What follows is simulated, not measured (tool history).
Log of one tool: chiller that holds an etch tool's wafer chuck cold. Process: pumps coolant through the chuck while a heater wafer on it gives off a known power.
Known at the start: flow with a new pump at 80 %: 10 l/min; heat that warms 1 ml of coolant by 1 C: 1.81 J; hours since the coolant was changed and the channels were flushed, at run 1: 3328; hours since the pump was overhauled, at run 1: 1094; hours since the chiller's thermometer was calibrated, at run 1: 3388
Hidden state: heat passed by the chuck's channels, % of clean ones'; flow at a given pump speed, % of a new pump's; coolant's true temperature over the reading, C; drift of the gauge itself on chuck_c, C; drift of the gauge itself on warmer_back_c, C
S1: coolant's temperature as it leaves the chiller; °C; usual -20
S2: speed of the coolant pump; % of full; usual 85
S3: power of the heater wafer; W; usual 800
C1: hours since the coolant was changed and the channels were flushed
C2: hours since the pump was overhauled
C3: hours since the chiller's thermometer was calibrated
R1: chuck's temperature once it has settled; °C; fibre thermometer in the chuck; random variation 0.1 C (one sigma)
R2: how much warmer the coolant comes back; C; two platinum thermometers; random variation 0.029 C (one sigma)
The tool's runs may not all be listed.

Run 1, hour 0.0: usual settings; C1 3328; C2 1094; C3 3388. Result: R1 -12.0 °C, R2 2.51 C.
Run 2, hour 22.1: usual settings; C1 3350; C2 1116; C3 3410. Result: R1 -12.2 °C, R2 2.45 C.
Run 3, hour 45.7: usual settings but S3 726 W; C1 3374; C2 1139; C3 3433. Result: R1 -13.0 °C, R2 2.28 C.
Run 4, hour 74.5: usual settings but S1 -25 °C; C1 3402; C2 1168; C3 3462. Result: R1 -17.2 °C, R2 2.55 C.
Run 5, hour 95.3: usual settings but S1 -25 °C; C1 3423; C2 1189; C3 3483. Result: R1 -17.1 °C, R2 2.51 C.
Run 6, hour 118.4: usual settings but S1 -25 °C; C1 3446; C2 1212; C3 3506. Result: R1 -17.1 °C, R2 2.50 C.
Run 7, hour 141.3: usual settings; C1 3469; C2 1235; C3 3529. Result: R1 -12.1 °C, R2 2.51 C.
Run 8, hour 164.2: usual settings; C1 3492; C2 1258; C3 3552. Result: R1 -12.1 °C, R2 2.50 C.
Run 9, hour 189.9: usual settings; C1 3518; C2 1283; C3 3577. Result: R1 -12.1 °C, R2 2.48 C.
Run 10, hour 207.1: usual settings; C1 3535; C2 1301; C3 3595. Result: R1 -12.0 °C, R2 2.52 C.
Run 11, hour 237.7: usual settings; C1 3566; C2 1331; C3 3625. Result: R1 -12.2 °C, R2 2.52 C.
Run 12, hour 255.1: usual settings; C1 3583; C2 1349; C3 3643. Result: R1 -12.0 °C, R2 2.53 C.
Run 13, hour 278.1: usual settings; C1 3606; C2 1372; C3 3666. Result: R1 -12.2 °C, R2 2.56 C.
Run 14, hour 313.5: usual settings; C1 3641; C2 1407; C3 3701. Result: R1 -11.9 °C, R2 2.54 C.
Run 15, hour 330.1: usual settings; C1 3658; C2 1424; C3 3718. Result: R1 -12.1 °C, R2 2.48 C.
Run 16, hour 353.9: usual settings; C1 3682; C2 1447; C3 3741. Result: R1 -12.1 °C, R2 2.52 C.
Run 17, hour 389.4: usual settings; C1 3717; C2 1483; C3 3777. Result: R1 -11.9 °C, R2 2.57 C.
Run 18, hour 420.3: usual settings; C1 3748; C2 1514; C3 3808. Result: R1 -12.1 °C, R2 2.51 C.
At hour 424.6: chiller's thermometer calibrated.
Run 19, hour 448.1: usual settings but S1 -26 °C, S2 79 % of full, S3 1060 W; C1 3775; C2 1541; C3 24. Result: R1 -14.9 °C, R2 3.66 C.
Run 20, hour 481.1: usual settings; C1 3808; C2 1574; C3 56. Result: R1 -12.4 °C, R2 2.54 C.
At hour 501.7: chiller's thermometer calibrated, once more.
Run 21, hour 508.9: usual settings; C1 3835; C2 1600; C3 7. Result: R1 -10.8 °C, R2 2.54 C.
Run 22, hour 531.3: usual settings but S1 -24 °C, S2 66 % of full, S3 504 W; C1 3857; C2 1623; C3 30. Result: R1 -17.2 °C, R2 2.13 C.
Run 23, hour 546.9: usual settings but S1 -24 °C, S2 66 % of full, S3 504 W; C1 3873; C2 1639; C3 45. Result: R1 -17.2 °C, R2 2.16 C.
Run 24, hour 564.8: usual settings but S3 493 W; C1 3891; C2 1656; C3 63. Result: R1 -14.6 °C, R2 1.56 C.
Run 25, hour 590.7: usual settings but S3 493 W; C1 3916; C2 1682; C3 89. Result: R1 -14.5 °C, R2 1.55 C.
Run 26, hour 613.5: usual settings but S2 68 % of full, S3 804 W; C1 3939; C2 1705; C3 112. Result: R1 -9.3 °C, R2 3.30 C.
Run 27, hour 647.1: usual settings but S2 68 % of full, S3 804 W; C1 3973; C2 1739; C3 145. Result: R1 -9.3 °C, R2 3.26 C.
Run 28, hour 672.9: usual settings but S2 68 % of full, S3 804 W; C1 3999; C2 1765; C3 171. Result: R1 -9.3 °C, R2 3.28 C.
Run 29, hour 705.7: usual settings but S2 78 % of full; C1 4032; C2 1797; C3 204. Result: R1 -10.5 °C, R2 2.80 C.
Run 30, hour 733.2: usual settings but S2 83 % of full; C1 4059; C2 1825; C3 231. Result: R1 -10.8 °C, R2 2.61 C.
Run 31, hour 748.0: usual settings but S2 83 % of full; C1 4074; C2 1840; C3 246. Result: R1 -10.9 °C, R2 2.67 C.

How the hidden state differs across the entries between the runs, from the last listed run before each to the first after it:
Between runs 18 and 19: chiller's thermometer calibrated (hour 424.6)
  heat passed by the chuck's channels, % of clean ones': 79.6 -> 79.5; coolant's true temperature over the reading, C: -0.79 -> -1.15
  measured less the result without the state, R1: +0.8 -> +1.1 °C; R2: +0.06 -> +0.08 C
Between runs 20 and 21: chiller's thermometer calibrated, once more (hour 501.7)
  heat passed by the chuck's channels, % of clean ones': 79.3 -> 79.2; coolant's true temperature over the reading, C: -1.16 -> 0.04
  measured less the result without the state, R1: +0.5 -> +1.7 °C; R2: +0.05 -> +0.06 C
